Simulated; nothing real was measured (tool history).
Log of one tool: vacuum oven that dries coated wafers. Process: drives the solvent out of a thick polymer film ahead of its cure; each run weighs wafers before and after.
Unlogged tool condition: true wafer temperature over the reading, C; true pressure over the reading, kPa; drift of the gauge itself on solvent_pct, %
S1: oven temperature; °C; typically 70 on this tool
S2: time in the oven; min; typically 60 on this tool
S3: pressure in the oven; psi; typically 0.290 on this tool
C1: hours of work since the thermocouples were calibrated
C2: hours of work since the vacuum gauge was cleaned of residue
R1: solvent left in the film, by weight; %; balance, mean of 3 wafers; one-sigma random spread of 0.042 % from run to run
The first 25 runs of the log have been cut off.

| run | hour | S1 | S2 | S3 | C1 | C2 | R1 |
|---|---|---|---|---|---|---|---|
| 26 | 773.4 | 57 | 60 | 0.695 | 37 | 1114 | 9.60 |
| 27 | 799.7 | 57 | 92 | 0.695 | 54 | 1130 | 8.73 |
| 28 | 833.7 | 70 | 98 | 0.257 | 75 | 1152 | 2.09 |
| 29 | 864.3 | 70 | 98 | 0.257 | 94 | 1171 | 2.06 |
| 30 | 900.6 | 63 | 37 | 0.177 | 117 | 1193 | 6.62 |
| 31 | 924.2 | 63 | 37 | 0.177 | 132 | 1208 | 6.59 |
| 32 | 957.5 | 60 | 107 | 0.290 | 153 | 1229 | 4.50 |
| 33 | 990.3 | 70 | 52 | 0.290 | 173 | 1250 | 3.78 |
| 34 | 1017.4 | 59 | 33 | 0.167 | 190 | 1267 | 7.94 |
| 35 | 1041.0 | 63 | 44 | 0.680 | 205 | 1281 | 8.16 |
| 36 | 1073.8 | 63 | 44 | 0.680 | 226 | 1302 | 8.20 |
| 37 | 1095.8 | 63 | 44 | 0.680 | 239 | 1316 | 8.24 |
| 38 | 1121.1 | 77 | 37 | 0.146 | 255 | 1332 | 2.46 |

3 options for the next run, each taken on its own from the tool as it stands now. Forecast them:
| A | 1141.1 | 56 | 57 | 0.596 | 268 | 1344 | ? |
| B | 1141.1 | 70 | 60 | 1.050 | 268 | 1344 | ? |
| C | 1141.1 | 69 | 60 | 0.775 | 268 | 1344 | ? |

| run | R1 |
|---|---|
| A | 9.35 |
| B | 6.75 |
| C | 5.82 |
Without the tool's hidden state the same runs would have given:
| run | R1 |
|---|---|
| A | 9.06 |
| B | 6.51 |
| C | 5.58 |
